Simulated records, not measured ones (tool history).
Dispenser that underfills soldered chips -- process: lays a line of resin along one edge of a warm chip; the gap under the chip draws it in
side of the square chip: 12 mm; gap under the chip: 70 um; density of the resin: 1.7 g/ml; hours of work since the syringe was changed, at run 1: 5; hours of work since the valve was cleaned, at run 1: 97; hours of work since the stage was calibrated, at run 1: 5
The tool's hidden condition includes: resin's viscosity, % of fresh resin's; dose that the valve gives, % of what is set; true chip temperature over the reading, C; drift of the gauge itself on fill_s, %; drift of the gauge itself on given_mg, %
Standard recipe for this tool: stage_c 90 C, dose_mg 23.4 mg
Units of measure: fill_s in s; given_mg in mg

run  hour  stage_c  dose_mg  hours of work since the syringe was changed  hours of work since the valve was cleaned  hours of work since the stage was calibrated  fill_s  given_mg
  1     0       90     23.4                                            5                                         97                                             5     184     21.91
      1.1  -- new syringe of resin
  2   3.1       90     23.4                                            1                                         99                                             7   132.4     21.66
  3   8.2       90     23.4                                            5                                        102                                            11   176.4     21.84
     10.5  -- new syringe of resin
  4  13.4       90     23.4                                            2                                        105                                            14     137      21.7
  5  18.9       90     23.4                                            6                                        109                                            18   187.8     21.64
     19.5  -- new syringe of resin
  6  23.9       90     23.4                                            3                                        112                                            21   146.8     21.66
  7  27.9       90     23.4                                            6                                        115                                            24   183.1     21.75
     28.5  -- new syringe of resin
  8  32.3       80     23.4                                            3                                        117                                            26   191.1     21.46
     36.1  -- dispensing valve cleaned and set on the balance
  9  37.4       80     24.6                                            5                                          1                                            29   234.7     24.65
     38.5  -- new syringe of resin
 10  42.3       80     24.6                                            3                                          4                                            32   191.1     24.63
 11    45       80     24.6                                            4                                          6                                            34     215      24.8
     47.5  -- new syringe of resin
 12  51.2       80     21.8                                            2                                         10                                            38   190.8     21.66
 13    55       79     23.6                                            5                                         12                                            40   239.4     23.46
     56.4  -- new syringe of resin
 14  59.4       99     20.1                                            2                                         15                                            43   108.1     19.95
 15  62.4       99       26                                            4                                         17                                            45   120.3     25.82
     65.3  -- new syringe of resin
 16  66.7      105     30.3                                            1                                         20                                            48    78.7     29.88
 17  69.3      105     30.3                                            3                                         21                                            50    89.8     29.79
 18  73.5      105     30.3                                            5                                         24                                            52   114.4     29.75
     74.3  -- new syringe of resin
 19    77       97     28.2                                            2                                         26                                            55   103.8     27.89

The logged runs with the hidden state left out (each run's random variation unchanged):
run  fill_s  given_mg
  1   113.7     23.42
  2   114.3      23.2
  3   113.7     23.44
  4   113.3     23.35
  5   113.2     23.36
  6   112.9     23.44
  7   111.7     23.58
  8   152.3     23.32
  9   150.9     24.68
 10   153.8     24.71
 11   147.7     24.92
 12   154.9     21.82
 13   156.1     23.68
 14    92.1     20.17
 15    86.3     26.16
 16    72.6     30.33
 17    71.6     30.28
 18    71.7     30.29
 19    89.7     28.44
